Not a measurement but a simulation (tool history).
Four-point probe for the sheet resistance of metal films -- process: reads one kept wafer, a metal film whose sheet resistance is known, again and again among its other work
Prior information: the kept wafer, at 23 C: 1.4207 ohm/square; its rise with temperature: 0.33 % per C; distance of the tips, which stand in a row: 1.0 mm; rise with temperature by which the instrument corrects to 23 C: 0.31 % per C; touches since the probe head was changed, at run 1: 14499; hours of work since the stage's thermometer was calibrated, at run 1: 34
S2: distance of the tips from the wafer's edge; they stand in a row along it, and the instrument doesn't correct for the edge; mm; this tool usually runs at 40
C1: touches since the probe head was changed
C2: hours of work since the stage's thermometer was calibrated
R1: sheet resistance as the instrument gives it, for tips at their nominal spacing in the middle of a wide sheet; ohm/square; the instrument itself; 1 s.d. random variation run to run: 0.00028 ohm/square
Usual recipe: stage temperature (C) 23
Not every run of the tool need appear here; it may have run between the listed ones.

{"run": 1, "hour": 0.0, "stage temperature (C)": 23, "S2": 40, "C1": 14499, "C2": 34, "R1": 1.424116}
{"run": 2, "hour": 35.9, "stage temperature (C)": 23, "S2": 40, "C1": 15047, "C2": 53, "R1": 1.424283}
{"run": 3, "hour": 74.5, "stage temperature (C)": 23, "S2": 40, "C1": 15638, "C2": 73, "R1": 1.42375}
{"run": 4, "hour": 108.7, "stage temperature (C)": 23, "S2": 40, "C1": 16162, "C2": 92, "R1": 1.42446}
{"run": 5, "hour": 149.8, "stage temperature (C)": 23, "S2": 7, "C1": 16789, "C2": 113, "R1": 1.438791}
{"run": 6, "hour": 190.1, "stage temperature (C)": 23, "S2": 40, "C1": 17406, "C2": 135, "R1": 1.423983}
{"run": 7, "hour": 241.2, "stage temperature (C)": 23, "S2": 40, "C1": 18186, "C2": 162, "R1": 1.424012}
{"run": 8, "hour": 266.9, "stage temperature (C)": 23, "S2": 40, "C1": 18581, "C2": 176, "R1": 1.424318}
{"run": 9, "hour": 312.0, "stage temperature (C)": 23, "S2": 9, "C1": 19269, "C2": 199, "R1": 1.433036}
{"run": 10, "hour": 341.2, "stage temperature (C)": 23, "S2": 9, "C1": 19717, "C2": 215, "R1": 1.432945}
{"run": 11, "hour": 391.1, "stage temperature (C)": 23, "S2": 35, "C1": 20479, "C2": 241, "R1": 1.424436}
{"run": 12, "hour": 415.1, "stage temperature (C)": 23, "S2": 35, "C1": 20846, "C2": 254, "R1": 1.42418}
{"run": 13, "hour": 459.7, "stage temperature (C)": 23, "S2": 35, "C1": 21528, "C2": 278, "R1": 1.424388}
{"run": 14, "hour": 497.5, "stage temperature (C)": 23, "S2": 35, "C1": 22107, "C2": 298, "R1": 1.424623}
{"run": 15, "hour": 532.2, "stage temperature (C)": 23, "S2": 16, "C1": 22637, "C2": 316, "R1": 1.425995}
{"hour": 536.7, "done": "stage's thermometer calibrated"}
{"run": 16, "hour": 576.7, "stage temperature (C)": 23, "S2": 45, "C1": 23310, "C2": 21, "R1": 1.424432}
{"run": 17, "hour": 612.9, "stage temperature (C)": 26, "S2": 6, "C1": 23864, "C2": 40, "R1": 1.445715}
{"run": 18, "hour": 662.3, "stage temperature (C)": 26, "S2": 38, "C1": 24619, "C2": 67, "R1": 1.425772}
{"run": 19, "hour": 697.7, "stage temperature (C)": 22, "S2": 30, "C1": 25159, "C2": 85, "R1": 1.424157}
{"run": 20, "hour": 738.3, "stage temperature (C)": 21, "S2": 16, "C1": 25781, "C2": 107, "R1": 1.425832}
{"run": 21, "hour": 763.4, "stage temperature (C)": 23, "S2": 21, "C1": 26164, "C2": 120, "R1": 1.425043}
{"hour": 770.1, "done": "stage's thermometer calibrated, once more"}
{"run": 22, "hour": 812.8, "stage temperature (C)": 23, "S2": 36, "C1": 26912, "C2": 23, "R1": 1.4233}
{"run": 23, "hour": 841.8, "stage temperature (C)": 32, "S2": 3, "C1": 27356, "C2": 38, "R1": 1.506575}
{"run": 24, "hour": 890.5, "stage temperature (C)": 29, "S2": 46, "C1": 28100, "C2": 64, "R1": 1.425314}
{"run": 25, "hour": 918.7, "stage temperature (C)": 24, "S2": 36, "C1": 28532, "C2": 79, "R1": 1.42348}
{"run": 26, "hour": 965.5, "stage temperature (C)": 24, "S2": 36, "C1": 29248, "C2": 104, "R1": 1.423951}
{"run": 27, "hour": 987.1, "stage temperature (C)": 24, "S2": 36, "C1": 29577, "C2": 115, "R1": 1.423977}
{"run": 28, "hour": 1019.1, "stage temperature (C)": 24, "S2": 36, "C1": 30067, "C2": 132, "R1": 1.423963}
{"run": 29, "hour": 1070.4, "stage temperature (C)": 23, "S2": 10, "C1": 30852, "C2": 159, "R1": 1.430551}

Forecast each of these 3 alternatives for the next run:
{"run": "A", "hour": 1122.8, "stage temperature (C)": 23, "S2": 18, "C1": 31652, "C2": 187, "R1": "?"}
{"run": "B", "hour": 1122.8, "stage temperature (C)": 23, "S2": 5, "C1": 31652, "C2": 187, "R1": "?"}
{"run": "C", "hour": 1122.8, "stage temperature (C)": 20, "S2": 5, "C1": 31652, "C2": 187, "R1": "?"}

run=A R1=1.425661
run=B R1=1.453185
run=C R1=1.451997
Take away the tool's hidden state, keep each run's random variation, and the runs would have read:
run=A R1=1.423269
run=B R1=1.450749
run=C R1=1.449559
